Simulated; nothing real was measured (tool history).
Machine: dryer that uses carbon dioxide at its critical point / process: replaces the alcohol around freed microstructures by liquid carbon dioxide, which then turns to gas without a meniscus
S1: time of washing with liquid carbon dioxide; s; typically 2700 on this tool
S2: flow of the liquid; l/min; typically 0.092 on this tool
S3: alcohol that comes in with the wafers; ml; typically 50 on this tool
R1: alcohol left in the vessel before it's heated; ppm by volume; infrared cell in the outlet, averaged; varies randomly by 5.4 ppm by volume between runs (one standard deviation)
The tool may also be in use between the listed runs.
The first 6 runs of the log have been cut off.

run	hour	S1	S2	S3	R1
7	40.5	2280	0.092	50	583
8	46.7	2700	0.092	50	234
9	57.1	2700	0.092	50	243
10	66.6	2640	0.092	50	269
11	76.2	2700	0.092	50	241
12	83	2700	0.092	50	255
13	89.7	2700	0.092	50	242
14	94.1	2700	0.092	50	257
15	99.7	2700	0.092	50	252
16	106.3	2700	0.092	50	255
17	116.4	2700	0.092	50	263
18	124.2	2700	0.092	69	345
19	129.3	2700	0.092	69	349
20	134.1	2700	0.092	69	348
21	144.7	2700	0.092	50	257
22	152.1	2700	0.092	50	258
23	160.5	2700	0.092	50	264
24	166.9	2700	0.092	50	265
25	176.3	2940	0.0987	50	117
26	181	2940	0.1152	78	74
27	191.1	2400	0.0709	45	1396
28	196.7	2700	0.096	50	212
29	201.7	2340	0.1319	100	155

For run 30, what comes out?
30	210.9	2340	0.1319	100	?

{"run 30": {"R1": 154}}
If the tool had no hidden condition, the same run with the same run-to-run variation would have returned R1 56 ppm by volume.

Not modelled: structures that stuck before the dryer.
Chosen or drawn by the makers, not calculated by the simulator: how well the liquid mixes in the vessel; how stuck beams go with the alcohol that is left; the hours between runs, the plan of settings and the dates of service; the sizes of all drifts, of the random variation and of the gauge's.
